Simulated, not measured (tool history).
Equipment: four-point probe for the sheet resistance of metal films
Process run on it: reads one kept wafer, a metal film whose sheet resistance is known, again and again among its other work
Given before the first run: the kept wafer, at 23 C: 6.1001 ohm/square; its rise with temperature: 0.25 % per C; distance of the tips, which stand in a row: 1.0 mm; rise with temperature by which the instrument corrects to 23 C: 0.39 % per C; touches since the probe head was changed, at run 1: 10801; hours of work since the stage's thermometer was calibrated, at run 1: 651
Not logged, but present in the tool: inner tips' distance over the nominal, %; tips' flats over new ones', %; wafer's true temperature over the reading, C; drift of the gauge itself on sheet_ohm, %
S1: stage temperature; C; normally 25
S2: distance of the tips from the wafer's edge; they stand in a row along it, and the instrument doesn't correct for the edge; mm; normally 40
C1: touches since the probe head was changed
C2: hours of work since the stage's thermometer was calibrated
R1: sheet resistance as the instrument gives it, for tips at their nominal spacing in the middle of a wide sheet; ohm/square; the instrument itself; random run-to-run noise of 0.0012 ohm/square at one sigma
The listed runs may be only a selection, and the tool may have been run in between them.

Run 1, hour 0: usual settings; C1 10801; C2 651. Result: R1 6.081571 ohm/square.
Run 2, hour 7.7: usual settings; C1 11139; C2 655. Result: R1 6.081194 ohm/square.
Run 3, hour 22.3: usual settings; C1 11783; C2 663. Result: R1 6.081165 ohm/square.
Run 4, hour 33.2: usual settings; C1 12267; C2 669. Result: R1 6.082812 ohm/square.
Run 5, hour 48.4: usual settings but S1 19 C; C1 12938; C2 677. Result: R1 6.13153 ohm/square.
Run 6, hour 62.1: usual settings but S1 19 C; C1 13544; C2 685. Result: R1 6.131249 ohm/square.
Run 7, hour 77.8: usual settings but S1 19 C; C1 14235; C2 693. Result: R1 6.132099 ohm/square.
Run 8, hour 85.5: usual settings but S1 19 C; C1 14575; C2 697. Result: R1 6.130907 ohm/square.
Run 9, hour 94: usual settings but S1 19 C; C1 14950; C2 702. Result: R1 6.131665 ohm/square.
Run 10, hour 100.6: usual settings but S1 19 C; C1 15243; C2 706. Result: R1 6.131562 ohm/square.
Run 11, hour 107.1: usual settings but S1 19 C; C1 15531; C2 709. Result: R1 6.133215 ohm/square.
Run 12, hour 116.3: usual settings but S1 19 C, S2 4 mm; C1 15934; C2 714. Result: R1 6.328425 ohm/square.
Run 13, hour 128.3: usual settings but S1 19 C, S2 4 mm; C1 16467; C2 721. Result: R1 6.330108 ohm/square.
Run 14, hour 138.3: usual settings but S1 19 C, S2 4 mm; C1 16909; C2 726. Result: R1 6.331435 ohm/square.
Run 15, hour 152.7: usual settings but S1 19 C, S2 4 mm; C1 17544; C2 734. Result: R1 6.329779 ohm/square.
Run 16, hour 166.5: usual settings; C1 18154; C2 741. Result: R1 6.085963 ohm/square.
Run 17, hour 176: usual settings; C1 18574; C2 747. Result: R1 6.083764 ohm/square.
Run 18, hour 184.7: usual settings but S1 19 C; C1 18959; C2 751. Result: R1 6.134068 ohm/square.
Run 19, hour 198.7: usual settings but S1 19 C; C1 19575; C2 759. Result: R1 6.133441 ohm/square.
Run 20, hour 208.5: usual settings but S1 30 C; C1 20008; C2 764. Result: R1 6.043617 ohm/square.
Run 21, hour 220.5: usual settings but S1 30 C; C1 20538; C2 771. Result: R1 6.045721 ohm/square.
Run 22, hour 230.7: usual settings but S2 62 mm; C1 20986; C2 776. Result: R1 6.08259 ohm/square.
Run 23, hour 242.9: usual settings but S2 62 mm; C1 21527; C2 783. Result: R1 6.084447 ohm/square.
Run 24, hour 258.5: usual settings but S1 20 C, S2 22 mm; C1 22216; C2 791. Result: R1 6.13153 ohm/square.
Run 25, hour 270.5: usual settings but S1 21 C, S2 7 mm; C1 22746; C2 798. Result: R1 6.183515 ohm/square.
Run 26, hour 281.9: usual settings but S1 24 C, S2 10 mm; C1 23248; C2 804. Result: R1 6.12654 ohm/square.
Run 27, hour 295.6: usual settings but S1 23 C, S2 4 mm; C1 23852; C2 812. Result: R1 6.297212 ohm/square.
Run 28, hour 304.6: usual settings but S1 23 C, S2 4 mm; C1 24251; C2 816. Result: R1 6.298674 ohm/square.
Run 29, hour 319.8: usual settings but S1 23 C, S2 4 mm; C1 24922; C2 825. Result: R1 6.29816 ohm/square.
Run 30, hour 330.9: usual settings but S1 29 C, S2 9 mm; C1 25414; C2 831. Result: R1 6.09328 ohm/square.
Run 31, hour 337.7: usual settings but S1 24 C, S2 16 mm; C1 25711; C2 834. Result: R1 6.106775 ohm/square.
Run 32, hour 344.8: usual settings but S1 22 C, S2 10 mm; C1 26028; C2 838. Result: R1 6.143618 ohm/square.
Run 33, hour 359.1: usual settings but S1 22 C, S2 10 mm; C1 26658; C2 846. Result: R1 6.13884 ohm/square.
Run 34, hour 371: usual settings but S1 20 C, S2 8 mm; C1 27181; C2 852. Result: R1 6.178882 ohm/square.
Run 35, hour 383.6: usual settings but S1 30 C, S2 46 mm; C1 27740; C2 859. Result: R1 6.044354 ohm/square.
Run 36, hour 396.7: usual settings but S1 19 C; C1 28319; C2 866. Result: R1 6.13696 ohm/square.
Run 37, hour 409: usual settings but S1 28 C; C1 28863; C2 873. Result: R1 6.06188 ohm/square.
Run 38, hour 419.1: usual settings but S1 30 C, S2 43 mm; C1 29307; C2 879. Result: R1 6.048929 ohm/square.
Run 39, hour 432.2: usual settings but S1 23 C; C1 29886; C2 886. Result: R1 6.105495 ohm/square.
Run 40, hour 444.2: usual settings but S1 23 C; C1 30416; C2 892. Result: R1 6.104607 ohm/square.
Run 41, hour 454.2: usual settings but S1 19 C, S2 11 mm; C1 30858; C2 898. Result: R1 6.164902 ohm/square.
Run 42, hour 467.3: usual settings but S1 26 C; C1 31437; C2 905. Result: R1 6.078737 ohm/square.
Run 43, hour 479: usual settings but S1 33 C, S2 23 mm; C1 31953; C2 911. Result: R1 6.031575 ohm/square.
Run 44, hour 490.7: usual settings but S1 23 C, S2 20 mm; C1 32467; C2 918. Result: R1 6.11241 ohm/square.
Run 45, hour 498: usual settings but S1 23 C, S2 20 mm; C1 32789; C2 921. Result: R1 6.110701 ohm/square.

Below are 3 alternative next runs, each starting from the tool's condition after run 45. Predict each:
Run A, hour 510.7: usual settings but S1 30 C, S2 7 mm; C1 33350; C2 928. Result: R1 ?.
Run B, hour 510.7: usual settings but S1 19 C, S2 8 mm; C1 33350; C2 928. Result: R1 ?.
Run C, hour 510.7: usual settings but S1 20 C, S2 60 mm; C1 33350; C2 928. Result: R1 ?.

run        R1
  A  6.115815
  B  6.190929
  C  6.131253
Without the tool's unlogged condition, the same runs would have read:
run        R1
  A  6.111656
  B   6.18663
  C  6.127003
